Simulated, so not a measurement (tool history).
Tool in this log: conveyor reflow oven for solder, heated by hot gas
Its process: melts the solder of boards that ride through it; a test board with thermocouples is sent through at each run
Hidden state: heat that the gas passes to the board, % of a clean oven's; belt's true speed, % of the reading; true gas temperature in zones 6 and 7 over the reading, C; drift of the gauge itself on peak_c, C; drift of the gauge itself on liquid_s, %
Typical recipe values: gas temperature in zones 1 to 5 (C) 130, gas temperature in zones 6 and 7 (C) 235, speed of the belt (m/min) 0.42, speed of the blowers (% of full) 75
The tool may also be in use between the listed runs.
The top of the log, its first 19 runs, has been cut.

run	hour	gas temperature in zones 1 to 5 (C)	gas temperature in zones 6 and 7 (C)	speed of the belt (m/min)	speed of the blowers (% of full)	hours of work since the flux was cleaned out	hours of work since the belt drive was overhauled	hours of work since the thermocouples were changed	highest temperature of the board (C)	time above the solder's melting point (s)
# hour 1444.8: flux residue cleaned out of gas plates and filters
20	1476	130	238	0.42	75	24	251	376	221.9	65.5
21	1546.7	136	247	0.491	75	79	306	430	224.5	58.9
22	1591.8	139	240	0.347	56	114	340	465	224.9	86.4
23	1661.2	134	249	0.42	59	167	394	519	225.4	69.3
24	1711.7	134	249	0.42	59	206	433	558	225.3	69.1
# hour 1768.7: thermocouples of zones 6 and 7 changed
25	1796.2	134	249	0.483	67	270	497	21	221.2	57.4
26	1893.6	134	249	0.483	67	345	572	96	221	56.7
27	1960.5	130	235	0.432	82	397	624	148	217.1	60.4
# hour 2046.7: flux residue cleaned out of gas plates and filters
28	2046.7	127	235	0.468	52	0	687	211	205.3	41.4

What does the tool deliver on the next run?
29	2111.6	119	235	0.396	59	50	737	261	?	?

{"run 29": {"highest temperature of the board (C)": 213.9, "time above the solder's melting point (s)": 58.4}}
Take away the tool's hidden state, keep the run-to-run variation as it was, and the same run would have given highest temperature of the board (C) 212.9, time above the solder's melting point (s) 56.
